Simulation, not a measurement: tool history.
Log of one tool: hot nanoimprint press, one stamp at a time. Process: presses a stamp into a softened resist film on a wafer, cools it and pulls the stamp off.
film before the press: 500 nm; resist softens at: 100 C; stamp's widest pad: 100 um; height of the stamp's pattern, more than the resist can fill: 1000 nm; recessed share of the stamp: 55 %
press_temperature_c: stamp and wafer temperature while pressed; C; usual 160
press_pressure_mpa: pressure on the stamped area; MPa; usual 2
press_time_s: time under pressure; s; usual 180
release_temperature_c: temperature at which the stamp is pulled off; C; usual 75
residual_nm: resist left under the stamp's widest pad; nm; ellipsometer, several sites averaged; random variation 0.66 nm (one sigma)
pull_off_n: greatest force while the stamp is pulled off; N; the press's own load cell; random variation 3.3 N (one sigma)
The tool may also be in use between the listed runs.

{"run": 1, "hour": 0.0, "press_temperature_c": 160, "press_pressure_mpa": 2, "press_time_s": 180, "release_temperature_c": 75, "residual_nm": 257.5, "pull_off_n": 294}
{"run": 2, "hour": 34.7, "press_temperature_c": 160, "press_pressure_mpa": 2, "press_time_s": 180, "release_temperature_c": 75, "residual_nm": 257.1, "pull_off_n": 300}
{"run": 3, "hour": 59.0, "press_temperature_c": 160, "press_pressure_mpa": 2, "press_time_s": 180, "release_temperature_c": 75, "residual_nm": 256.2, "pull_off_n": 309}
{"run": 4, "hour": 85.1, "press_temperature_c": 160, "press_pressure_mpa": 2, "press_time_s": 180, "release_temperature_c": 75, "residual_nm": 256.8, "pull_off_n": 161}
{"run": 5, "hour": 116.8, "press_temperature_c": 160, "press_pressure_mpa": 2, "press_time_s": 180, "release_temperature_c": 75, "residual_nm": 256.2, "pull_off_n": 166}
{"run": 6, "hour": 158.1, "press_temperature_c": 160, "press_pressure_mpa": 2, "press_time_s": 180, "release_temperature_c": 75, "residual_nm": 257.1, "pull_off_n": 171}
{"run": 7, "hour": 183.3, "press_temperature_c": 160, "press_pressure_mpa": 2, "press_time_s": 180, "release_temperature_c": 75, "residual_nm": 256.2, "pull_off_n": 176}
{"run": 8, "hour": 206.8, "press_temperature_c": 160, "press_pressure_mpa": 2, "press_time_s": 180, "release_temperature_c": 75, "residual_nm": 256.1, "pull_off_n": 187}
{"run": 9, "hour": 243.2, "press_temperature_c": 160, "press_pressure_mpa": 2, "press_time_s": 180, "release_temperature_c": 75, "residual_nm": 257.8, "pull_off_n": 181}
{"run": 10, "hour": 291.3, "press_temperature_c": 151, "press_pressure_mpa": 2, "press_time_s": 180, "release_temperature_c": 75, "residual_nm": 366.9, "pull_off_n": 200}
{"run": 11, "hour": 337.9, "press_temperature_c": 151, "press_pressure_mpa": 2, "press_time_s": 180, "release_temperature_c": 75, "residual_nm": 365.9, "pull_off_n": 196}
{"run": 12, "hour": 378.9, "press_temperature_c": 151, "press_pressure_mpa": 2, "press_time_s": 180, "release_temperature_c": 81, "residual_nm": 365.2, "pull_off_n": 192}
{"run": 13, "hour": 405.5, "press_temperature_c": 160, "press_pressure_mpa": 2.75, "press_time_s": 180, "release_temperature_c": 75, "residual_nm": 208.4, "pull_off_n": 216}
{"run": 14, "hour": 440.7, "press_temperature_c": 160, "press_pressure_mpa": 2.75, "press_time_s": 180, "release_temperature_c": 75, "residual_nm": 204.9, "pull_off_n": 225}
{"run": 15, "hour": 469.8, "press_temperature_c": 160, "press_pressure_mpa": 2.75, "press_time_s": 180, "release_temperature_c": 75, "residual_nm": 206.4, "pull_off_n": 223}
{"run": 16, "hour": 516.4, "press_temperature_c": 172, "press_pressure_mpa": 1.74, "press_time_s": 116, "release_temperature_c": 75, "residual_nm": 167.4, "pull_off_n": 237}
{"run": 17, "hour": 543.1, "press_temperature_c": 160, "press_pressure_mpa": 2.71, "press_time_s": 180, "release_temperature_c": 72, "residual_nm": 207.2, "pull_off_n": 265}
{"run": 18, "hour": 566.9, "press_temperature_c": 160, "press_pressure_mpa": 2.71, "press_time_s": 131, "release_temperature_c": 72, "residual_nm": 231.5, "pull_off_n": 263}
{"run": 19, "hour": 589.7, "press_temperature_c": 160, "press_pressure_mpa": 2, "press_time_s": 180, "release_temperature_c": 80, "residual_nm": 240.5, "pull_off_n": 246}
{"run": 20, "hour": 610.5, "press_temperature_c": 160, "press_pressure_mpa": 2, "press_time_s": 180, "release_temperature_c": 80, "residual_nm": 238.8, "pull_off_n": 234}
{"run": 21, "hour": 649.1, "press_temperature_c": 164, "press_pressure_mpa": 1.44, "press_time_s": 140, "release_temperature_c": 75, "residual_nm": 252.1, "pull_off_n": 266}
{"run": 22, "hour": 687.8, "press_temperature_c": 164, "press_pressure_mpa": 1.44, "press_time_s": 140, "release_temperature_c": 75, "residual_nm": 251, "pull_off_n": 278}
{"run": 23, "hour": 733.8, "press_temperature_c": 158, "press_pressure_mpa": 1.44, "press_time_s": 175, "release_temperature_c": 77, "residual_nm": 321.1, "pull_off_n": 272}
{"run": 24, "hour": 757.7, "press_temperature_c": 160, "press_pressure_mpa": 1.32, "press_time_s": 180, "release_temperature_c": 75, "residual_nm": 304, "pull_off_n": 288}
{"run": 25, "hour": 786.0, "press_temperature_c": 169, "press_pressure_mpa": 2.03, "press_time_s": 345, "release_temperature_c": 72, "residual_nm": 123.6, "pull_off_n": 314}
{"run": 26, "hour": 817.4, "press_temperature_c": 157, "press_pressure_mpa": 2, "press_time_s": 203, "release_temperature_c": 63, "residual_nm": 281.4, "pull_off_n": 370}
{"run": 27, "hour": 849.8, "press_temperature_c": 160, "press_pressure_mpa": 2, "press_time_s": 225, "release_temperature_c": 81, "residual_nm": 233.3, "pull_off_n": 286}
{"run": 28, "hour": 901.0, "press_temperature_c": 160, "press_pressure_mpa": 2, "press_time_s": 180, "release_temperature_c": 66, "residual_nm": 252, "pull_off_n": 190}
{"run": 29, "hour": 922.5, "press_temperature_c": 149, "press_pressure_mpa": 2, "press_time_s": 259, "release_temperature_c": 75, "residual_nm": 370.6, "pull_off_n": 168}
{"run": 30, "hour": 956.7, "press_temperature_c": 157, "press_pressure_mpa": 1.31, "press_time_s": 307, "release_temperature_c": 75, "residual_nm": 294.9, "pull_off_n": 179}

Taken out of this log: 5 entries between the listed runs. Where each belongs, and how the hidden state differs across it:
Between runs 3 and 4: stamp cleaned and given a new release coat (hour 83.5)
  true temperature over the reading, C: 0.35 -> 0.37; pressure that arrives at the usual setting, %: 91.87 -> 91.78; grip of the stamp's worn release coat, % over a new coat's: 96 -> 0.2
  measured less the result without the state, residual_nm: +5.8 -> +5.7 nm; pull_off_n: +151 -> -1 N
Between runs 9 and 10: press's hydraulic seals changed and the load cell set to zero (hour 261.9)
  true temperature over the reading, C: 0.49 -> 0.52; pressure that arrives at the usual setting, %: 91.11 -> 99.76; grip of the stamp's worn release coat, % over a new coat's: 18.5 -> 23.4
  measured less the result without the state, residual_nm: +5.1 -> -6.6 nm; pull_off_n: +27 -> +37 N
Between runs 13 and 14: plate thermocouple calibrated (hour 411.4)
  true temperature over the reading, C: 0.61 -> 0.92; pressure that arrives at the usual setting, %: 99.27 -> 99.14; grip of the stamp's worn release coat, % over a new coat's: 37.6 -> 41.8
  measured less the result without the state, residual_nm: -5.8 -> -9 nm; pull_off_n: +57 -> +64 N
Between runs 22 and 23: plate thermocouple calibrated, once more (hour 698.5)
  true temperature over the reading, C: 1.12 -> 0.04; pressure that arrives at the usual setting, %: 98.05 -> 97.87; grip of the stamp's worn release coat, % over a new coat's: 75.3 -> 81.4
  measured less the result without the state, residual_nm: -11.5 -> +1.4 nm; pull_off_n: +117 -> +122 N
Between runs 27 and 28: stamp cleaned and given a new release coat (hour 858.6)
  true temperature over the reading, C: 0.13 -> 0.17; pressure that arrives at the usual setting, %: 97.34 -> 97.14; grip of the stamp's worn release coat, % over a new coat's: 98.5 -> 4.7
  measured less the result without the state, residual_nm: +1.5 -> +1.4 nm; pull_off_n: +142 -> +8 N
